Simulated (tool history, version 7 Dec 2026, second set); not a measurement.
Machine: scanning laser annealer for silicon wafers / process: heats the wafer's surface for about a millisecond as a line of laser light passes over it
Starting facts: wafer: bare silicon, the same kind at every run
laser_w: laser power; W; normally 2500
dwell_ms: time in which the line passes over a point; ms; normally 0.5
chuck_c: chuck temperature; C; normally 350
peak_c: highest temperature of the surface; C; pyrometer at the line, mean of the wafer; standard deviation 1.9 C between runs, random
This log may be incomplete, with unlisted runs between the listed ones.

run,day,laser_w,dwell_ms,chuck_c,peak_c
1,0,2500,0.5,350,1133
2,0.538,2500,0.5,366,1151
3,1.262,2500,0.5,366,1151
4,1.679,2500,0.402,350,1057
5,2.462,2500,0.402,350,1056
6,3.046,2500,0.402,317,1026
7,3.579,2500,0.5,373,1157
8,4.375,2500,0.5,373,1158
9,4.838,2500,0.41,373,1086
# day 5.15: window over the wafer cleaned
10,5.288,2500,0.364,373,1049
11,5.692,2419,0.47,327,1065
12,6.392,2419,0.47,327,1065
13,7.183,2158,0.488,350,1020
14,7.571,2256,0.515,350,1070
15,8.167,2263,0.496,364,1071
16,8.754,2263,0.496,364,1074
17,9.242,2152,0.469,350,1009
18,9.775,2573,0.5,328,1137
19,10.175,2573,0.5,328,1139

Here are 3 independent what-if runs from the current tool condition. What would each one return?
A,10.946,2573,0.5,375,?
B,10.946,2573,0.5,341,?
C,10.946,2743,0.574,320,?

run,peak_c
A,1182
B,1148
C,1241
Had the tool no hidden state, the same runs would have come out as:
run,peak_c
A,1182
B,1148
C,1241

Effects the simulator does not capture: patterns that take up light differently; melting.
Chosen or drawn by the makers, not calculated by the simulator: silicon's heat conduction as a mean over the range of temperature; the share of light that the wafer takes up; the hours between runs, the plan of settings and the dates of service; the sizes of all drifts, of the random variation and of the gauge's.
